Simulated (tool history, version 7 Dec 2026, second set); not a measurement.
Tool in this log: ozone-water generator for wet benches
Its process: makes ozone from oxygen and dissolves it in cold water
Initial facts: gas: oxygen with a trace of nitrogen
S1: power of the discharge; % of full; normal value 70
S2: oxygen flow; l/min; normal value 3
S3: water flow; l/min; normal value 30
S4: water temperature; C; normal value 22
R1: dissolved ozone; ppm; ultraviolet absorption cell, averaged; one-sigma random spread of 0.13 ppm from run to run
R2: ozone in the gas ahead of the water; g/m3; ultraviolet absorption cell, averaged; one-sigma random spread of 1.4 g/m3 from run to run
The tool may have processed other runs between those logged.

Run 1, hour 0: usual settings. Result: R1 12.3 ppm, R2 248.8 g/m3.
Run 2, hour 136.1: usual settings but S2 3.01 l/min. Result: R1 12.2 ppm, R2 248.1 g/m3.
Run 3, hour 225.9: usual settings but S2 3.01 l/min. Result: R1 12.2 ppm, R2 248.1 g/m3.
Run 4, hour 317.9: usual settings. Result: R1 12.1 ppm, R2 247.9 g/m3.
Run 5, hour 431.7: usual settings. Result: R1 12 ppm, R2 247.7 g/m3.
Run 6, hour 561.3: usual settings. Result: R1 12 ppm, R2 247.6 g/m3.
Run 7, hour 691.4: usual settings. Result: R1 11.9 ppm, R2 248.2 g/m3.
Run 8, hour 815.1: usual settings but S4 20 C. Result: R1 12.3 ppm, R2 245.6 g/m3.
Run 9, hour 886.1: usual settings but S4 20 C. Result: R1 12.2 ppm, R2 242.8 g/m3.
Run 10, hour 1023.4: usual settings but S4 20 C. Result: R1 12.2 ppm, R2 244 g/m3.
At hour 1130.7: contactor cleaned.
Run 11, hour 1131.9: usual settings but S4 20 C. Result: R1 11.9 ppm, R2 245.5 g/m3.
Run 12, hour 1261.7: usual settings but S4 21 C. Result: R1 11.4 ppm, R2 243.8 g/m3.
At hour 1378.6: contactor cleaned, once more.
Run 13, hour 1380.5: usual settings but S4 21 C. Result: R1 12.4 ppm, R2 244 g/m3.
Run 14, hour 1478.5: usual settings but S1 53 % of full. Result: R1 10.2 ppm, R2 202.3 g/m3.
Run 15, hour 1594.5: usual settings. Result: R1 12.1 ppm, R2 245.5 g/m3.
Run 16, hour 1660.2: usual settings. Result: R1 12.2 ppm, R2 240.8 g/m3.
Run 17, hour 1789.1: usual settings but S2 4.39 l/min, S3 26 l/min, S4 15 C. Result: R1 16.1 ppm, R2 197.7 g/m3.
Run 18, hour 1903.8: usual settings but S1 87 % of full, S2 4.39 l/min, S3 38 l/min, S4 15 C. Result: R1 12.7 ppm, R2 229.9 g/m3.
Run 19, hour 2013.7: usual settings but S1 78 % of full, S4 25 C. Result: R1 12.5 ppm, R2 259.2 g/m3.
Run 20, hour 2121.3: usual settings but S1 78 % of full, S2 4.17 l/min. Result: R1 13.8 ppm, R2 221.2 g/m3.
Run 21, hour 2258.2: usual settings but S1 48 % of full, S2 1.58 l/min, S3 24 l/min, S4 26 C. Result: R1 9.4 ppm, R2 255.8 g/m3.
Run 22, hour 2346.3: usual settings but S1 48 % of full, S2 1.67 l/min, S3 24 l/min, S4 19 C. Result: R1 10.3 ppm, R2 249.2 g/m3.
Run 23, hour 2459.9: usual settings but S1 48 % of full, S2 3.05 l/min, S3 37 l/min, S4 19 C. Result: R1 7.5 ppm, R2 184.6 g/m3.
Run 24, hour 2553.7: usual settings but S2 1.65 l/min, S4 26 C. Result: R1 9.7 ppm, R2 325.8 g/m3.
At hour 2621.1: water thermometer calibrated.
Run 25, hour 2621.5: usual settings but S1 54 % of full. Result: R1 9.9 ppm, R2 202.7 g/m3.
Run 26, hour 2741.9: usual settings but S1 60 % of full, S3 19 l/min. Result: R1 16.8 ppm, R2 215.7 g/m3.
Run 27, hour 2827.6: usual settings but S1 94 % of full, S3 20 l/min. Result: R1 21.4 ppm, R2 289.5 g/m3.
Run 28, hour 2915.7: usual settings but S1 94 % of full, S3 20 l/min. Result: R1 21.6 ppm, R2 287.1 g/m3.
Run 29, hour 3053.3: usual settings but S2 4.71 l/min, S3 27 l/min, S4 17 C. Result: R1 15.2 ppm, R2 189.3 g/m3.
Run 30, hour 3126.5: usual settings but S2 4.71 l/min, S3 27 l/min, S4 27 C. Result: R1 13.1 ppm, R2 189.5 g/m3.
Run 31, hour 3192.7: usual settings but S2 4.71 l/min, S3 27 l/min, S4 27 C. Result: R1 13.1 ppm, R2 191 g/m3.
Run 32, hour 3313.8: usual settings but S2 4.71 l/min, S3 27 l/min, S4 27 C. Result: R1 13.1 ppm, R2 188.8 g/m3.

Hidden state or all else? Some run-to-run changes of R1, split into what the settings, what came in and random variation would give without the hidden state, and what is left for the hidden state (with any gauge scatter that isn't in both results):
The tool's hidden condition here consists of: yield of the discharge, % of new electrodes'; contactor's efficiency, % of a clean one's; true water temperature over the reading, C; drift of the gauge itself on ozone_ppm, %; drift of the gauge itself on gas_g_m3, %.
Run 20 -> 21: S1 78 -> 48, S2 4.17 -> 1.58, S3 30 -> 24, S4 22 -> 26. R1 -4.4 ppm: hidden state +0.9, all else -5.3.
Run 25 -> 26: S1 54 -> 60, S3 30 -> 19. R1 +6.9 ppm: hidden state -0.9, all else +7.8.
Run 26 -> 27: S1 60 -> 94, S3 19 -> 20. R1 +4.6 ppm: hidden state -1.7, all else +6.3.
Run 28 -> 29: S1 94 -> 70, S2 3 -> 4.71, S3 20 -> 27, S4 22 -> 17. R1 -6.4 ppm: hidden state +1.5, all else -7.9.

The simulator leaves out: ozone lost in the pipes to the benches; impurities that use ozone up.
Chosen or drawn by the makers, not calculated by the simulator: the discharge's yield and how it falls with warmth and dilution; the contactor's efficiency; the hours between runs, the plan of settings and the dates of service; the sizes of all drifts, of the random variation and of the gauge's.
